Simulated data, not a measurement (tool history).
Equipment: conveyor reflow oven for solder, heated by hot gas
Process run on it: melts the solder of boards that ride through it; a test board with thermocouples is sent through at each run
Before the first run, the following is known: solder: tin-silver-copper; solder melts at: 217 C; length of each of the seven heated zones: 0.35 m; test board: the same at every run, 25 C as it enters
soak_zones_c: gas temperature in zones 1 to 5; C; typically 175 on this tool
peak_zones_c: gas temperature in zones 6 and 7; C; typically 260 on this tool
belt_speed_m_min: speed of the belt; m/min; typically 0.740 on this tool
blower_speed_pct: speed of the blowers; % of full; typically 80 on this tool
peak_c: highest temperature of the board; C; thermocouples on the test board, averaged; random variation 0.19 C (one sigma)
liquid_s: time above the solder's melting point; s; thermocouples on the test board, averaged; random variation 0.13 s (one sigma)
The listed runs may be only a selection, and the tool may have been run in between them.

run 1 hour=0.0 | soak_zones_c=175 peak_zones_c=260 belt_speed_m_min=0.740 blower_speed_pct=80 | peak_c=246.6 liquid_s=40.2
run 2 hour=7.6 | soak_zones_c=175 peak_zones_c=260 belt_speed_m_min=0.740 blower_speed_pct=80 | peak_c=246.6 liquid_s=40.2
run 3 hour=12.9 | soak_zones_c=163 peak_zones_c=260 belt_speed_m_min=0.740 blower_speed_pct=80 | peak_c=244.8 liquid_s=35.9
run 4 hour=22.9 | soak_zones_c=163 peak_zones_c=260 belt_speed_m_min=0.740 blower_speed_pct=80 | peak_c=245.0 liquid_s=35.8
run 5 hour=32.7 | soak_zones_c=163 peak_zones_c=260 belt_speed_m_min=0.740 blower_speed_pct=80 | peak_c=244.8 liquid_s=35.9
run 6 hour=42.8 | soak_zones_c=163 peak_zones_c=260 belt_speed_m_min=0.740 blower_speed_pct=80 | peak_c=244.5 liquid_s=35.8
run 7 hour=50.0 | soak_zones_c=180 peak_zones_c=260 belt_speed_m_min=0.740 blower_speed_pct=80 | peak_c=247.5 liquid_s=42.3
run 8 hour=60.4 | soak_zones_c=175 peak_zones_c=260 belt_speed_m_min=0.607 blower_speed_pct=80 | peak_c=251.3 liquid_s=54.3
run 9 hour=67.8 | soak_zones_c=162 peak_zones_c=260 belt_speed_m_min=0.740 blower_speed_pct=80 | peak_c=244.2 liquid_s=35.2
run 10 hour=73.3 | soak_zones_c=162 peak_zones_c=260 belt_speed_m_min=0.740 blower_speed_pct=80 | peak_c=244.0 liquid_s=35.3
run 11 hour=80.6 | soak_zones_c=162 peak_zones_c=260 belt_speed_m_min=0.740 blower_speed_pct=80 | peak_c=244.1 liquid_s=35.3
run 12 hour=86.3 | soak_zones_c=175 peak_zones_c=260 belt_speed_m_min=0.740 blower_speed_pct=88 | peak_c=247.4 liquid_s=41.0
run 13 hour=97.0 | soak_zones_c=175 peak_zones_c=260 belt_speed_m_min=0.740 blower_speed_pct=83 | peak_c=246.7 liquid_s=40.2
run 14 hour=107.9 | soak_zones_c=175 peak_zones_c=257 belt_speed_m_min=0.740 blower_speed_pct=80 | peak_c=243.7 liquid_s=38.3
run 15 hour=112.6 | soak_zones_c=175 peak_zones_c=260 belt_speed_m_min=0.648 blower_speed_pct=80 | peak_c=249.6 liquid_s=49.5
run 16 hour=117.5 | soak_zones_c=175 peak_zones_c=260 belt_speed_m_min=0.648 blower_speed_pct=80 | peak_c=249.8 liquid_s=49.3
run 17 hour=126.6 | soak_zones_c=175 peak_zones_c=260 belt_speed_m_min=0.767 blower_speed_pct=79 | peak_c=245.0 liquid_s=37.3
run 18 hour=132.6 | soak_zones_c=175 peak_zones_c=260 belt_speed_m_min=0.767 blower_speed_pct=79 | peak_c=245.0 liquid_s=37.3
run 19 hour=143.2 | soak_zones_c=175 peak_zones_c=260 belt_speed_m_min=0.767 blower_speed_pct=79 | peak_c=245.2 liquid_s=37.6
-- hour=150.4 flux residue cleaned out of gas plates and filters
run 20 hour=159.1 | soak_zones_c=175 peak_zones_c=260 belt_speed_m_min=0.767 blower_speed_pct=79 | peak_c=248.1 liquid_s=40.1
run 21 hour=165.9 | soak_zones_c=175 peak_zones_c=260 belt_speed_m_min=0.767 blower_speed_pct=79 | peak_c=247.9 liquid_s=39.8
run 22 hour=176.5 | soak_zones_c=178 peak_zones_c=260 belt_speed_m_min=0.767 blower_speed_pct=79 | peak_c=248.5 liquid_s=41.1
run 23 hour=187.4 | soak_zones_c=175 peak_zones_c=274 belt_speed_m_min=0.629 blower_speed_pct=80 | peak_c=265.8 liquid_s=59.2
run 24 hour=194.3 | soak_zones_c=161 peak_zones_c=274 belt_speed_m_min=0.837 blower_speed_pct=54 | peak_c=248.5 liquid_s=32.2
run 25 hour=200.6 | soak_zones_c=167 peak_zones_c=253 belt_speed_m_min=0.630 blower_speed_pct=51 | peak_c=241.0 liquid_s=41.1
run 26 hour=205.6 | soak_zones_c=167 peak_zones_c=253 belt_speed_m_min=0.630 blower_speed_pct=51 | peak_c=240.9 liquid_s=41.1
run 27 hour=214.6 | soak_zones_c=175 peak_zones_c=260 belt_speed_m_min=0.736 blower_speed_pct=65 | peak_c=246.7 liquid_s=40.4
run 28 hour=220.0 | soak_zones_c=166 peak_zones_c=260 belt_speed_m_min=0.640 blower_speed_pct=53 | peak_c=246.7 liquid_s=44.7
run 29 hour=228.5 | soak_zones_c=168 peak_zones_c=249 belt_speed_m_min=0.640 blower_speed_pct=88 | peak_c=241.8 liquid_s=43.9

Run 30 comes next. What will it give?
run 30 hour=236.0 | soak_zones_c=175 peak_zones_c=260 belt_speed_m_min=0.866 blower_speed_pct=50 | peak_c=? liquid_s=?

peak_c: 237.5 C
liquid_s: 26.4 s
Take away the tool's hidden state, keep the run-to-run variation as it was, and the same run would have given peak_c 236.8 C, liquid_s 25.4 s.
